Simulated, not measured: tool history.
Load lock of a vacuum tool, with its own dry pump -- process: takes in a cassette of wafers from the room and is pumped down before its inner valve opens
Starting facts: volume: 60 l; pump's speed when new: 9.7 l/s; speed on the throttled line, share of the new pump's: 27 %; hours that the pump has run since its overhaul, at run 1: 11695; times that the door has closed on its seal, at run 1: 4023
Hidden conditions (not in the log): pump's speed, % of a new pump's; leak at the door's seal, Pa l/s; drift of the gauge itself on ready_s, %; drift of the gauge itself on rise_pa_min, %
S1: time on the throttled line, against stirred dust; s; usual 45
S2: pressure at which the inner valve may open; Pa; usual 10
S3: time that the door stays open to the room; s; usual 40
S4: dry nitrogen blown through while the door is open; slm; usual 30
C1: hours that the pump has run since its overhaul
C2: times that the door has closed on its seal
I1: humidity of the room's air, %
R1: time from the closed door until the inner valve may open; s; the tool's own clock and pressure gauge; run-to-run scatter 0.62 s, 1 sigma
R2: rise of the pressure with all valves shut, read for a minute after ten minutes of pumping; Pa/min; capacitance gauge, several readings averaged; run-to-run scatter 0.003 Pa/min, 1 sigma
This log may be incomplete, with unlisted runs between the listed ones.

{"run": 1, "hour": 0.0, "S1": 45, "S2": 10, "S3": 40, "S4": 30, "C1": 11695, "C2": 4023, "I1": 44.2, "R1": 97.9, "R2": 0.023}
{"run": 2, "hour": 350.1, "S1": 45, "S2": 10, "S3": 40, "S4": 30, "C1": 12045, "C2": 5381, "I1": 43.8, "R1": 97.6, "R2": 0.026}
{"run": 3, "hour": 890.5, "S1": 45, "S2": 10, "S3": 40, "S4": 30, "C1": 12586, "C2": 7478, "I1": 46.5, "R1": 96.8, "R2": 0.035}
{"run": 4, "hour": 1173.7, "S1": 45, "S2": 10, "S3": 40, "S4": 30, "C1": 12869, "C2": 8577, "I1": 45.3, "R1": 97.9, "R2": 0.034}
{"run": 5, "hour": 1819.7, "S1": 45, "S2": 10, "S3": 40, "S4": 30, "C1": 13515, "C2": 11083, "I1": 47, "R1": 98.6, "R2": 0.044}
{"run": 6, "hour": 2136.2, "S1": 43, "S2": 10, "S3": 40, "S4": 30, "C1": 13831, "C2": 12311, "I1": 42.2, "R1": 97.9, "R2": 0.045}
{"hour": 2392.6, "done": "dry pump taken out, an overhauled one fitted"}
{"run": 7, "hour": 2506.4, "S1": 43, "S2": 10, "S3": 40, "S4": 30, "C1": 114, "C2": 13724, "I1": 45.1, "R1": 88.5, "R2": 0.051}
{"run": 8, "hour": 3088.0, "S1": 45, "S2": 10, "S3": 40, "S4": 30, "C1": 695, "C2": 15981, "I1": 43.2, "R1": 91.6, "R2": 0.058}
{"run": 9, "hour": 3540.9, "S1": 45, "S2": 10, "S3": 40, "S4": 31, "C1": 1148, "C2": 17738, "I1": 47.2, "R1": 89.9, "R2": 0.061}
{"run": 10, "hour": 4171.6, "S1": 45, "S2": 10, "S3": 40, "S4": 31, "C1": 1779, "C2": 20186, "I1": 45.5, "R1": 91.6, "R2": 0.082}
{"run": 11, "hour": 4726.6, "S1": 45, "S2": 10, "S3": 40, "S4": 31, "C1": 2334, "C2": 22339, "I1": 44.9, "R1": 91.5, "R2": 0.085}
{"run": 12, "hour": 5363.6, "S1": 45, "S2": 10, "S3": 40, "S4": 31, "C1": 2971, "C2": 24810, "I1": 45.3, "R1": 91.2, "R2": 0.095}
{"run": 13, "hour": 5976.7, "S1": 45, "S2": 10, "S3": 40, "S4": 31, "C1": 3584, "C2": 27190, "I1": 47.1, "R1": 92, "R2": 0.111}
{"run": 14, "hour": 6501.4, "S1": 45, "S2": 10, "S3": 40, "S4": 31, "C1": 4109, "C2": 29225, "I1": 42.2, "R1": 92.2, "R2": 0.124}
{"run": 15, "hour": 6778.4, "S1": 45, "S2": 10, "S3": 40, "S4": 31, "C1": 4386, "C2": 30300, "I1": 45.6, "R1": 92, "R2": 0.127}
{"run": 16, "hour": 7322.0, "S1": 45, "S2": 10, "S3": 40, "S4": 31, "C1": 4929, "C2": 32409, "I1": 45.7, "R1": 92, "R2": 0.145}
{"run": 17, "hour": 7846.6, "S1": 45, "S2": 10, "S3": 40, "S4": 31, "C1": 5454, "C2": 34445, "I1": 47.1, "R1": 93, "R2": 0.151}
{"run": 18, "hour": 8222.3, "S1": 45, "S2": 13, "S3": 56, "S4": 30, "C1": 5830, "C2": 35903, "I1": 48.3, "R1": 91.3, "R2": 0.157}
{"run": 19, "hour": 8553.1, "S1": 45, "S2": 13, "S3": 92, "S4": 15, "C1": 6161, "C2": 37186, "I1": 45.8, "R1": 91.9, "R2": 0.186}
{"run": 20, "hour": 8941.6, "S1": 45, "S2": 12, "S3": 38, "S4": 30, "C1": 6549, "C2": 38694, "I1": 45.6, "R1": 90.8, "R2": 0.177}
{"run": 21, "hour": 9482.4, "S1": 45, "S2": 10, "S3": 40, "S4": 13, "C1": 7090, "C2": 40792, "I1": 46.6, "R1": 93.8, "R2": 0.202}
{"run": 22, "hour": 10002.3, "S1": 45, "S2": 10, "S3": 40, "S4": 13, "C1": 7610, "C2": 42809, "I1": 43.9, "R1": 93.9, "R2": 0.212}
{"run": 23, "hour": 10378.3, "S1": 45, "S2": 10, "S3": 40, "S4": 13, "C1": 7986, "C2": 44268, "I1": 45.3, "R1": 93.6, "R2": 0.227}
{"run": 24, "hour": 10718.6, "S1": 33, "S2": 19, "S3": 40, "S4": 30, "C1": 8326, "C2": 45589, "I1": 45, "R1": 81.6, "R2": 0.233}
{"run": 25, "hour": 11364.0, "S1": 74, "S2": 10, "S3": 42, "S4": 6, "C1": 8971, "C2": 48093, "I1": 46.1, "R1": 116.9, "R2": 0.256}
{"run": 26, "hour": 11752.3, "S1": 27, "S2": 9, "S3": 154, "S4": 9, "C1": 9360, "C2": 49599, "I1": 47.6, "R1": 84.2, "R2": 0.281}
{"run": 27, "hour": 12326.3, "S1": 27, "S2": 9, "S3": 154, "S4": 9, "C1": 9934, "C2": 51827, "I1": 43.8, "R1": 84.7, "R2": 0.302}
{"run": 28, "hour": 12794.5, "S1": 39, "S2": 9, "S3": 180, "S4": 43, "C1": 10402, "C2": 53643, "I1": 46.7, "R1": 93, "R2": 0.304}
{"run": 29, "hour": 13095.6, "S1": 23, "S2": 9, "S3": 180, "S4": 43, "C1": 10703, "C2": 54812, "I1": 46.5, "R1": 82.5, "R2": 0.311}
{"run": 30, "hour": 13741.1, "S1": 56, "S2": 10, "S3": 40, "S4": 13, "C1": 11348, "C2": 57316, "I1": 43.2, "R1": 103.8, "R2": 0.334}

Here are 4 independent what-if runs from the current tool condition. What would each one return?
{"run": "A", "hour": 14223.4, "S1": 80, "S2": 10, "S3": 26, "S4": 8, "C1": 11831, "C2": 59188, "I1": 47.1, "R1": "?", "R2": "?"}
{"run": "B", "hour": 14223.4, "S1": 45, "S2": 10, "S3": 62, "S4": 30, "C1": 11831, "C2": 59188, "I1": 47.3, "R1": "?", "R2": "?"}
{"run": "C", "hour": 14223.4, "S1": 22, "S2": 8, "S3": 40, "S4": 30, "C1": 11831, "C2": 59188, "I1": 44.6, "R1": "?", "R2": "?"}
{"run": "D", "hour": 14223.4, "S1": 43, "S2": 10, "S3": 49, "S4": 28, "C1": 11831, "C2": 59188, "I1": 41.7, "R1": "?", "R2": "?"}

run=A R1=121.9 R2=0.355
run=B R1=97 R2=0.342
run=C R1=82.8 R2=0.342
run=D R1=95.6 R2=0.341
Take away the tool's hidden state, keep each run's random variation, and the runs would have read:
run=A R1=116.5 R2=0.017
run=B R1=90.3 R2=0.009
run=C R1=74.9 R2=0.011
run=D R1=88.7 R2=0.012
